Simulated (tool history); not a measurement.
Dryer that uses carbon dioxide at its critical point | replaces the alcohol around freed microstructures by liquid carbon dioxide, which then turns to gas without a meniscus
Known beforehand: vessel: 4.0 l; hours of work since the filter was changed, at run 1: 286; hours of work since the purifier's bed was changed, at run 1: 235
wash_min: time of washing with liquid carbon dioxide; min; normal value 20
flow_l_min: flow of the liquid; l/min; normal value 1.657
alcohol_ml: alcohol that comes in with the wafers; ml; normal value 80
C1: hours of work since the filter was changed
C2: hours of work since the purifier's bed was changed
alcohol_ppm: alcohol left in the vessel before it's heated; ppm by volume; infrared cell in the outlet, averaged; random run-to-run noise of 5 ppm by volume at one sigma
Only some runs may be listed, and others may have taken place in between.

run 1 hour=0.0 | wash_min=20 flow_l_min=1.657 alcohol_ml=80 | C1=286 C2=235 | alcohol_ppm=50
run 2 hour=41.3 | wash_min=20 flow_l_min=1.657 alcohol_ml=80 | C1=302 C2=252 | alcohol_ppm=54
run 3 hour=64.3 | wash_min=20 flow_l_min=2.500 alcohol_ml=80 | C1=312 C2=261 | alcohol_ppm=42
run 4 hour=115.5 | wash_min=20 flow_l_min=2.500 alcohol_ml=80 | C1=332 C2=282 | alcohol_ppm=41
run 5 hour=149.4 | wash_min=20 flow_l_min=2.500 alcohol_ml=80 | C1=346 C2=296 | alcohol_ppm=55
run 6 hour=185.7 | wash_min=20 flow_l_min=2.500 alcohol_ml=80 | C1=361 C2=310 | alcohol_ppm=38
run 7 hour=234.0 | wash_min=20 flow_l_min=1.657 alcohol_ml=80 | C1=380 C2=330 | alcohol_ppm=61
run 8 hour=256.5 | wash_min=20 flow_l_min=1.657 alcohol_ml=80 | C1=389 C2=339 | alcohol_ppm=59
run 9 hour=278.0 | wash_min=22 flow_l_min=1.730 alcohol_ml=80 | C1=398 C2=348 | alcohol_ppm=58
-- hour=309.6 inlet filter changed
run 10 hour=313.5 | wash_min=25 flow_l_min=2.080 alcohol_ml=80 | C1=2 C2=362 | alcohol_ppm=52
run 11 hour=354.3 | wash_min=25 flow_l_min=2.080 alcohol_ml=80 | C1=18 C2=378 | alcohol_ppm=51
run 12 hour=404.6 | wash_min=25 flow_l_min=1.660 alcohol_ml=27 | C1=38 C2=398 | alcohol_ppm=61
run 13 hour=441.8 | wash_min=16 flow_l_min=1.020 alcohol_ml=51 | C1=53 C2=413 | alcohol_ppm=267
run 14 hour=494.3 | wash_min=20 flow_l_min=2.200 alcohol_ml=80 | C1=75 C2=435 | alcohol_ppm=66
run 15 hour=538.9 | wash_min=20 flow_l_min=2.200 alcohol_ml=80 | C1=93 C2=453 | alcohol_ppm=74
run 16 hour=576.1 | wash_min=28 flow_l_min=2.230 alcohol_ml=80 | C1=108 C2=468 | alcohol_ppm=66

Below, some changes in alcohol_ppm between adjacent runs. For each, the amount present without the hidden state too (settings, incoming material, random variation) and the amount remaining for the hidden state with gauge scatter not shared by both compared results:
The tool's hidden condition here consists of: flow that reaches the vessel past the clogged filter, %; alcohol in the recycled carbon dioxide, ppm; drift of the gauge itself on alcohol_ppm, %.
Run 12 -> 13: wash_min 25 -> 16, flow_l_min 1.660 -> 1.020, alcohol_ml 27 -> 51. alcohol_ppm +206 ppm by volume: hidden state +12, all else +194.
